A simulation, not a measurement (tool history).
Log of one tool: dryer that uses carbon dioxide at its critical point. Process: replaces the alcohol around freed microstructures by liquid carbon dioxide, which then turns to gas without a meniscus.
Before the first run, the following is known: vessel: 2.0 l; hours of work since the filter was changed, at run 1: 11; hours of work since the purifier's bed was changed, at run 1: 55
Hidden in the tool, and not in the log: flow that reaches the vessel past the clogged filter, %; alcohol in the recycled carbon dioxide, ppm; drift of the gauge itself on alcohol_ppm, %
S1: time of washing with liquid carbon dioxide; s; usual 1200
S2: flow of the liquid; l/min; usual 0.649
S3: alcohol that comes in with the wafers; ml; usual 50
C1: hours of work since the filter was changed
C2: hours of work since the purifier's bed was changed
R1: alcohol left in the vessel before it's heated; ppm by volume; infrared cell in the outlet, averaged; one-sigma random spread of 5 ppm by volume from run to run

run     day    S1     S2   S3   C1   C2    R1
  1       0  1200  0.649   50   11   55    61
  2   0.221  1200  0.667   50   14   58    53
  3   0.408  1200  0.667   50   16   60    49
  4   0.654  1200  0.667   50   18   63    59
  5   1.017  1200  0.667   50   22   67    60
  6   1.271  1200  0.667   50   25   69    58
  7   1.679  1200  0.667   50   30   74    64
  8   1.962  1200  0.667   50   33   77    59
  9   2.183  1200  0.667   50   35   79    61
 10   2.562  1200  0.667   50   39   83    58
 11   2.929  1200  0.649   50   43   87    69
 12    3.25  1200  0.649   50   47   91    64
 13   3.467  1200  0.649   50   49   93    76
 14   3.821  1200  0.649   50   53   97    62
 15   4.067   720  0.649   50   56  100   635
 16   4.275   720  0.649   50   58  102   610
 17    4.45   720  0.649   50   60  104   641
 18   4.646  1200  0.649   50   62  106    68
 19   4.979  1200  0.649   50   66  110    80
 20   5.229  1200  0.649   50   68  112    80
 21     5.4  1200  0.649   50   70  114    71
 22   5.588  1200  0.649   50   72  116    76
 23     5.9  1200  0.649   50   76  120    77
 24   6.112  1200  0.649   50   78  122    80
 25   6.458  1740  0.649   50   82  126    35
 26   6.788  1500  0.397   27   85  129   152
 27   6.962  1200  0.407   81   87  131   892
 28   7.154  1380  0.649   41   89  134    51
 29   7.571  1200  0.457   67   94  138   457
 30   7.854  1200  0.457   67   97  141   481
 31   8.079  1620  0.673   50   99  144    33
 32   8.283   960  0.732   20  102  146    70
 33   8.662   960  1.022  106  106  150    56
 34   8.862  1140  0.419  106  108  152  1301
 35   9.171  1200  0.649  115  111  155   172
 36   9.379  1200  0.435  111  114  158   963
 37   9.608  1200  0.481   29  116  160   186
 38   9.908  1200  0.649   42  119  164    83
 39    10.3  1320  0.739   65  124  168    51
 40  10.662  1560  0.739   47  128  172    36
 41  10.896  1560  0.884   47  130  174    30
 42  11.138  1860  0.649   50  133  177    35
 43  11.488  1860  0.399   50  137  181   117
 44  11.696  1860  0.399   50  139  183   122
 45  11.883  1860  0.399   50  141  185   122
 46  12.079   780  0.649   50  143  187   556

Here are 3 independent what-if runs from the current tool condition. What would each one return?
  A  12.438   840  0.649  50  147  191   ?
  B  12.438  1680  0.649  50  147  191   ?
  C  12.438  1200  0.567  50  147  191   ?

run   R1
  A  422
  B   37
  C  171
Without the tool's hidden state the same runs would have given:
run   R1
  A  288
  B    1
  C   97
